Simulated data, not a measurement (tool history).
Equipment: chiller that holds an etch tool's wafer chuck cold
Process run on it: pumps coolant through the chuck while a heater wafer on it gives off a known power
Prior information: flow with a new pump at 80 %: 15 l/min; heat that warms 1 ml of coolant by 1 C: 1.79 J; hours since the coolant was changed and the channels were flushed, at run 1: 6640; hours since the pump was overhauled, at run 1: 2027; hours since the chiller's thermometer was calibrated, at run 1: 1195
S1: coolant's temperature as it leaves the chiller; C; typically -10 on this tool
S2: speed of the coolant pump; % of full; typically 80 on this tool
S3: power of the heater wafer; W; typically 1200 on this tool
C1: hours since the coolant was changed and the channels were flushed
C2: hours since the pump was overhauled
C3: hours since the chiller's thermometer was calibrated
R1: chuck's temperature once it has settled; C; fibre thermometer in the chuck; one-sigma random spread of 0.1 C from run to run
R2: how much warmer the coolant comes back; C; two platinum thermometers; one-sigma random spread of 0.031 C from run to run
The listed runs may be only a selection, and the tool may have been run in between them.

{"run": 1, "hour": 0.0, "S1": -10, "S2": 80, "S3": 1200, "C1": 6640, "C2": 2027, "C3": 1195, "R1": 1.7, "R2": 2.69}
{"run": 2, "hour": 45.3, "S1": -10, "S2": 80, "S3": 1244, "C1": 6685, "C2": 2073, "C3": 1240, "R1": 2.1, "R2": 2.81}
{"run": 3, "hour": 122.4, "S1": -10, "S2": 80, "S3": 1244, "C1": 6762, "C2": 2150, "C3": 1318, "R1": 2.1, "R2": 2.71}
{"run": 4, "hour": 187.7, "S1": -10, "S2": 80, "S3": 1200, "C1": 6828, "C2": 2215, "C3": 1383, "R1": 1.9, "R2": 2.68}
{"run": 5, "hour": 258.8, "S1": -10, "S2": 80, "S3": 1200, "C1": 6899, "C2": 2286, "C3": 1454, "R1": 1.7, "R2": 2.58}
{"run": 6, "hour": 309.3, "S1": -10, "S2": 80, "S3": 1200, "C1": 6949, "C2": 2337, "C3": 1504, "R1": 1.8, "R2": 2.57}
{"run": 7, "hour": 389.2, "S1": -10, "S2": 80, "S3": 1200, "C1": 7029, "C2": 2417, "C3": 1584, "R1": 1.7, "R2": 2.57}
{"run": 8, "hour": 435.9, "S1": -10, "S2": 80, "S3": 1200, "C1": 7076, "C2": 2463, "C3": 1631, "R1": 1.8, "R2": 2.54}
{"run": 9, "hour": 502.4, "S1": -10, "S2": 61, "S3": 1200, "C1": 7142, "C2": 2530, "C3": 1698, "R1": 5.4, "R2": 3.5}
{"run": 10, "hour": 569.2, "S1": -10, "S2": 61, "S3": 1200, "C1": 7209, "C2": 2597, "C3": 1764, "R1": 5.2, "R2": 3.46}
{"run": 11, "hour": 650.9, "S1": -10, "S2": 80, "S3": 1200, "C1": 7291, "C2": 2678, "C3": 1846, "R1": 1.6, "R2": 2.46}
{"run": 12, "hour": 716.7, "S1": -6, "S2": 80, "S3": 1200, "C1": 7357, "C2": 2744, "C3": 1912, "R1": 5.7, "R2": 2.51}
{"run": 13, "hour": 817.3, "S1": -6, "S2": 80, "S3": 1200, "C1": 7457, "C2": 2845, "C3": 2012, "R1": 5.8, "R2": 2.44}
{"run": 14, "hour": 900.8, "S1": -18, "S2": 80, "S3": 1200, "C1": 7541, "C2": 2928, "C3": 2096, "R1": -6.3, "R2": 2.41}
{"run": 15, "hour": 1003.9, "S1": -10, "S2": 80, "S3": 1200, "C1": 7644, "C2": 3031, "C3": 2199, "R1": 1.9, "R2": 2.34}
{"run": 16, "hour": 1091.4, "S1": -10, "S2": 80, "S3": 791, "C1": 7731, "C2": 3119, "C3": 2287, "R1": -2.1, "R2": 1.48}
{"run": 17, "hour": 1185.5, "S1": -10, "S2": 98, "S3": 1143, "C1": 7825, "C2": 3213, "C3": 2381, "R1": -1, "R2": 1.71}
{"run": 18, "hour": 1233.5, "S1": -1, "S2": 80, "S3": 1273, "C1": 7873, "C2": 3261, "C3": 2429, "R1": 11.4, "R2": 2.47}
{"run": 19, "hour": 1306.7, "S1": -17, "S2": 80, "S3": 633, "C1": 7947, "C2": 3334, "C3": 2502, "R1": -10.6, "R2": 1.03}
{"hour": 1376.4, "done": "gauge calibrated"}
{"run": 20, "hour": 1386.2, "S1": -17, "S2": 80, "S3": 1415, "C1": 8026, "C2": 3414, "C3": 2581, "R1": -3.2, "R2": 3.14}
{"run": 21, "hour": 1466.5, "S1": -17, "S2": 80, "S3": 1415, "C1": 8106, "C2": 3494, "C3": 2662, "R1": -3.1, "R2": 3.1}
{"run": 22, "hour": 1529.4, "S1": -17, "S2": 80, "S3": 1415, "C1": 8169, "C2": 3557, "C3": 2725, "R1": -3.2, "R2": 3.11}
{"run": 23, "hour": 1623.3, "S1": -10, "S2": 96, "S3": 671, "C1": 8263, "C2": 3651, "C3": 2818, "R1": -4.4, "R2": 1.15}
{"run": 24, "hour": 1709.2, "S1": -10, "S2": 96, "S3": 855, "C1": 8349, "C2": 3737, "C3": 2904, "R1": -3.1, "R2": 1.44}
{"run": 25, "hour": 1810.1, "S1": -3, "S2": 92, "S3": 855, "C1": 8450, "C2": 3838, "C3": 3005, "R1": 4.3, "R2": 1.54}
{"run": 26, "hour": 1921.2, "S1": -3, "S2": 92, "S3": 855, "C1": 8561, "C2": 3949, "C3": 3116, "R1": 4.3, "R2": 1.49}
{"run": 27, "hour": 1977.3, "S1": -10, "S2": 62, "S3": 855, "C1": 8617, "C2": 4005, "C3": 3172, "R1": 0.8, "R2": 2.42}
{"run": 28, "hour": 2036.5, "S1": -4, "S2": 80, "S3": 957, "C1": 8676, "C2": 4064, "C3": 3232, "R1": 5.3, "R2": 1.91}
{"run": 29, "hour": 2097.4, "S1": -1, "S2": 80, "S3": 1634, "C1": 8737, "C2": 4125, "C3": 3293, "R1": 14.8, "R2": 3.42}
{"hour": 2128.8, "done": "chiller's thermometer calibrated"}
{"run": 30, "hour": 2195.1, "S1": -13, "S2": 97, "S3": 1200, "C1": 8834, "C2": 4221, "C3": 66, "R1": -3.4, "R2": 1.96}
{"run": 31, "hour": 2276.1, "S1": -13, "S2": 97, "S3": 1200, "C1": 8915, "C2": 4302, "C3": 147, "R1": -3.4, "R2": 1.92}
{"run": 32, "hour": 2331.2, "S1": -8, "S2": 89, "S3": 960, "C1": 8970, "C2": 4358, "C3": 202, "R1": 0.5, "R2": 1.64}

Branching from run 32: 4 alternative next runs. What would each branch give?
{"run": "A", "hour": 2432.0, "S1": -10, "S2": 80, "S3": 1144, "C1": 9071, "C2": 4458, "C3": 303, "R1": "?", "R2": "?"}
{"run": "B", "hour": 2432.0, "S1": -16, "S2": 95, "S3": 613, "C1": 9071, "C2": 4458, "C3": 303, "R1": "?", "R2": "?"}
{"run": "C", "hour": 2432.0, "S1": -1, "S2": 89, "S3": 1363, "C1": 9071, "C2": 4458, "C3": 303, "R1": "?", "R2": "?"}
{"run": "D", "hour": 2432.0, "S1": -10, "S2": 80, "S3": 1188, "C1": 9071, "C2": 4458, "C3": 303, "R1": "?", "R2": "?"}

run=A R1=1.1 R2=2.19
run=B R1=-10.9 R2=0.8
run=C R1=10.7 R2=2.39
run=D R1=1.6 R2=2.35
What these runs would have given with no unlogged condition in the tool:
run=A R1=1.1 R2=2.5
run=B R1=-10.9 R2=1.11
run=C R1=10.7 R2=2.7
run=D R1=1.6 R2=2.66
